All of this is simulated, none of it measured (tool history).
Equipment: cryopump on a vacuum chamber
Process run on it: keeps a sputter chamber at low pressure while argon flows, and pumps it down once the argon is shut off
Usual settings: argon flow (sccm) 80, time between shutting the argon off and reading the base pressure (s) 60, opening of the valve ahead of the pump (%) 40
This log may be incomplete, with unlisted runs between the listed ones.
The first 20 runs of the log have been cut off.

| run | day | argon flow (sccm) | time between shutting the argon off and reading the base pressure (s) | opening of the valve ahead of the pump (%) | hours of work since the pump was warmed up and emptied | hours of work since the cold head was overhauled | hours of work since the chamber's fittings were tightened | pressure while argon flows (Pa) | pressure after the wait (uPa) |
|---|---|---|---|---|---|---|---|---|---|
| 21 | 26.167 | 138 | 60 | 34 | 542 | 1228 | 629 | 0.678 | 3.74 |
| 22 | 27.071 | 51 | 93 | 18 | 557 | 1242 | 643 | 0.4494 | 3.26 |
| 23 | 28.146 | 51 | 93 | 18 | 574 | 1260 | 661 | 0.4531 | 3.34 |
| 24 | 29.579 | 51 | 93 | 18 | 597 | 1283 | 684 | 0.4548 | 3.4 |
| 25 | 30.471 | 121 | 130 | 18 | 612 | 1297 | 698 | 1.0871 | 2.98 |
| 26 | 31.812 | 37 | 120 | 30 | 633 | 1319 | 720 | 0.208 | 3.36 |
| 27 | 33.192 | 85 | 103 | 27 | 656 | 1341 | 742 | 0.5323 | 3.52 |
| 28 | 34.338 | 45 | 33 | 33 | 674 | 1360 | 761 | 0.2363 | 5.88 |
|  | 34.867 | pump warmed up, emptied and cooled again |
| 29 | 36.129 | 45 | 33 | 33 | 20 | 1385 | 786 | 0.2051 | 5.03 |
| 30 | 37.612 | 45 | 33 | 33 | 44 | 1409 | 810 | 0.2065 | 5.03 |
| 31 | 38.825 | 45 | 33 | 33 | 64 | 1429 | 830 | 0.2066 | 5.08 |
| 32 | 39.979 | 38 | 60 | 19 | 83 | 1448 | 849 | 0.3012 | 3.7 |
| 33 | 41.529 | 38 | 60 | 19 | 108 | 1473 | 874 | 0.301 | 3.72 |
| 34 | 42.646 | 38 | 60 | 20 | 126 | 1491 | 892 | 0.2861 | 3.94 |

Branching from run 34: 3 alternative next runs. What would each branch give?
| A | 43.75 | 105 | 60 | 40 | 144 | 1509 | 910 | ? | ? |
| B | 43.75 | 111 | 85 | 32 | 144 | 1509 | 910 | ? | ? |
| C | 43.75 | 144 | 60 | 57 | 144 | 1509 | 910 | ? | ? |

| run | pressure while argon flows (Pa) | pressure after the wait (uPa) |
|---|---|---|
| A | 0.406 | 3.94 |
| B | 0.5331 | 3.44 |
| C | 0.398 | 4.04 |
With no hidden state in the tool, these same runs would have given:
| run | pressure while argon flows (Pa) | pressure after the wait (uPa) |
|---|---|---|
| A | 0.3906 | 2 |
| B | 0.5168 | 1.49 |
| C | 0.3768 | 2.06 |
